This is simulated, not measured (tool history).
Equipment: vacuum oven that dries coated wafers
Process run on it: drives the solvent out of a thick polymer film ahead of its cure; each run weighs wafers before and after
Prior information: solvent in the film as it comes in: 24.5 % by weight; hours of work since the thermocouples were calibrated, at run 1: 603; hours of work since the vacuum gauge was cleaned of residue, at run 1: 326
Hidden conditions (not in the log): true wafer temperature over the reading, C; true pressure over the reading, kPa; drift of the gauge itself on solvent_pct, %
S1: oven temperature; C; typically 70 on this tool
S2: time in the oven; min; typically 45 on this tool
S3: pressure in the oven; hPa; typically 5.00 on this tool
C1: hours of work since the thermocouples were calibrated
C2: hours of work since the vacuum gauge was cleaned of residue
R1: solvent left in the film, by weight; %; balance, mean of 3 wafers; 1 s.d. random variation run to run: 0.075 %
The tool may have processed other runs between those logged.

run     day  S1  S2     S3   C1   C2     R1
  1   0.000  70  45   5.00  603  326   6.08
  2   0.288  70  45   5.00  608  331   5.95
  3   0.575  70  45   5.00  613  336   5.93
  4   0.954  70  45   5.00  620  343   5.95
  5   1.408  70  45   5.00  628  351   6.07
  6   1.650  70  45   6.77  632  355   5.98
  7   2.038  70  45   6.77  639  362   6.02
  8   2.371  70  45   5.00  645  368   5.84
  9   2.879  70  45  15.58  654  377   6.19
 10   3.304  70  45  15.58  661  384   6.21
 11   3.525  70  45   5.00  665  388   5.94
 12   3.954  70  45   5.00  673  396   5.98
 13   4.438  70  45   5.00  681  404   5.83
 14   4.942  70  45   5.00  690  413   5.99
      5.054  -- oven's thermocouples calibrated
 15   5.325  70  45   5.00    5  419   6.22
 16   5.558  63  45   5.00    9  423  10.02
 17   5.838  63  45   5.00   14  428  10.02
      6.079  -- oven's thermocouples calibrated, once more
 18   6.225  70  45  18.87    3  433   5.67
 19   6.500  70  45  18.87    7  438   5.97
 20   6.842  70  45   5.00   13  444   5.47
 21   7.150  70  30   5.00   19  449   8.49
 22   7.358  70  30   5.00   23  453   8.25
 23   7.704  70  45   5.28   29  459   5.44
 24   8.071  62  45   5.00   35  465   9.98
 25   8.371  62  45   5.00   40  471  10.19
 26   8.675  62  45   5.00   46  476   9.88
 27   8.971  62  45   5.00   51  481  10.06
 28   9.429  55  37  12.26   59  489  14.74
 29   9.658  67  45   3.37   63  493   7.19
 30   9.950  83  45   5.40   68  499   0.83
 31  10.325  83  45   5.40   75  505   0.86
 32  10.675  70  34   5.00   81  511   7.66
 33  11.133  59  62   2.97   89  520   9.54
 34  11.579  59  62   2.97   97  527   9.67
 35  11.800  74  46  14.02  101  531   3.68
 36  12.204  71  46  13.40  108  538   5.15
 37  12.567  71  46  13.40  114  545   5.18
 38  12.938  82  25  11.98  121  551   3.61
 39  13.188  82  25  11.98  125  556   3.81
 40  13.433  82  25  11.98  130  560   3.75
 41  13.762  82  25  11.98  136  566   3.69
 42  14.192  73  23   6.45  143  573   8.80
 43  14.667  73  23   2.59  151  582   8.59
 44  15.054  73  52   8.94  158  589   3.32
 45  15.450  60  45   5.00  165  596  11.01
 46  15.658  60  45   5.00  169  599  11.00
 47  16.017  60  45   5.00  175  606  11.52

Below, each run's measurement less what the same run would have read without the hidden state. Both values contain the same run-to-run variation, but the gauge's scatter may not be the same in both:
run     R1
  1  +0.25
  2  +0.26
  3  +0.26
  4  +0.27
  5  +0.29
  6  +0.28
  7  +0.28
  8  +0.29
  9  +0.30
 10  +0.30
 11  +0.31
 12  +0.31
 13  +0.32
 14  +0.32
 15  +0.50
 16  +0.49
 17  +0.50
 18  -0.11
 19  -0.11
 20  -0.11
 21  -0.11
 22  -0.11
 23  -0.10
 24  -0.10
 25  -0.09
 26  -0.09
 27  -0.08
 28  -0.06
 29  -0.07
 30  -0.01
 31  -0.02
 32  -0.06
 33  -0.05
 34  -0.04
 35  -0.03
 36  -0.03
 37  -0.03
 38  -0.02
 39  -0.02
 40  -0.02
 41  -0.01
 42  -0.02
 43  -0.01
 44  +0.00
 45  +0.01
 46  +0.01
 47  +0.02
